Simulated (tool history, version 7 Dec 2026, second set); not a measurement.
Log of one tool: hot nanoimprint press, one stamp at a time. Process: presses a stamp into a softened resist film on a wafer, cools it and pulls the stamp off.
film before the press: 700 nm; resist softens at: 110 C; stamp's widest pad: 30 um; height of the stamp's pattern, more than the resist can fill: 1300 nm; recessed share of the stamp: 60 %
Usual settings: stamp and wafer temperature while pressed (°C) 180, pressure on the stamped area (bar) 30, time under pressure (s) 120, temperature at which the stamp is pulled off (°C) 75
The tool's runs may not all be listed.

run   hour  stamp and wafer temperature while pressed (°C)  pressure on the stamped area (bar)  time under pressure (s)  temperature at which the stamp is pulled off (°C)  resist left under the stamp's widest pad (nm)  greatest force while the stamp is pulled off (N)
  1      0                                             180                                  30                      120                                                 75                                          400.6                                               223
  2    5.7                                             180                                  30                      120                                                 75                                          401.5                                               224
  3   19.6                                             180                                  30                      120                                                 75                                          402.2                                               235
  4   27.3                                             180                                  30                      120                                                 75                                          404.2                                               237
  5   40.4                                             180                                  30                      120                                                 75                                          402.8                                               237
  6   54.1                                             180                                  30                      120                                                 75                                          402.7                                               230
  7   63.9                                             180                                  30                      120                                                 75                                          405.3                                               231
  8     71                                             180                                  30                      120                                                 75                                          402.4                                               237
  9   83.2                                             180                                31.7                      120                                                 75                                          393.3                                               240
 10   97.1                                             180                                31.7                      120                                                 75                                          394.3                                               239
 11  102.9                                             180                                  30                      120                                                 75                                          405.4                                               245
 12  109.5                                             180                                  30                      120                                                 75                                          405.9                                               243
 13  120.4                                             180                                  30                      120                                                 75                                          403.2                                               243
 14  128.9                                             180                                  30                      120                                                 75                                          406.7                                               245
 15  138.3                                             180                                  30                      120                                                 75                                          402.6                                               254
 16  152.2                                             180                                  30                      120                                                 75                                          406.5                                               246
     155.9  -- plate thermocouple calibrated
 17  161.8                                             190                                18.5                      119                                                 81                                          399.4                                               242
 18  171.1                                             170                                  30                      120                                                 77                                          519.9                                               237
 19  177.2                                             170                                  30                      100                                                 77                                          533.9                                               252
     186.6  -- plate thermocouple calibrated, once more
 20  186.6                                             189                                44.7                      113                                                 69                                          266.6                                               254
 21  197.2                                             180                                20.3                      120                                                 81                                          467.7                                               234
 22  204.2                                             180                                20.3                      120                                                 81                                          461.5                                               224
 23  216.7                                             175                                22.4                      120                                                 81                                          493.4                                               237
 24  223.5                                             171                                  30                      120                                                 71                                          494.6                                               256
     232.2  -- stamp cleaned and given a new release coat
 25  239.6                                             171                                  30                      193                                                 71                                          434.3                                               168
 26  252.1                                             175                                  30                       82                                                 75                                            495                                               163
 27  265.4                                             184                                  30                      120                                                 74                                          359.1                                               171
 28  271.2                                             184                                  30                      120                                                 74                                          362.3                                               165
 29    281                                             180                                  30                      195                                                 75                                          341.4                                               163
 30  287.3                                             180                                  30                      195                                                 75                                          343.5                                               160
 31  298.2                                             180                                  30                      224                                                 66                                          324.5                                               181

The same runs without the tool's hidden state, with the same run-to-run variation:
The hidden state here: true temperature over the reading, C; pressure that arrives at the usual setting, %; grip of the stamp's worn release coat, % over a new coat's; drift of the gauge itself on residual_nm, %; drift of the gauge itself on pull_off_n, %.
run  resist left under the stamp's widest pad (nm)  greatest force while the stamp is pulled off (N)
  1                                          391.4                                               157
  2                                          392.1                                               157
  3                                          392.3                                               164
  4                                            394                                               165
  5                                          392.3                                               164
  6                                          391.8                                               159
  7                                            394                                               158
  8                                            391                                               162
  9                                          381.2                                               163
 10                                          381.8                                               162
 11                                          392.9                                               165
 12                                          393.1                                               164
 13                                          390.2                                               163
 14                                          393.3                                               164
 15                                          389.1                                               169
 16                                          392.4                                               163
 17                                          384.3                                               159
 18                                          499.7                                               156
 19                                          514.8                                               165
 20                                          259.8                                               168
 21                                          463.6                                               153
 22                                          457.3                                               146
 23                                          488.5                                               155
 24                                          487.9                                               166
 25                                          426.9                                               167
 26                                          487.7                                               161
 27                                          351.5                                               168
 28                                          354.5                                               162
 29                                          333.3                                               159
 30                                          335.2                                               156
 31                                          316.2                                               175
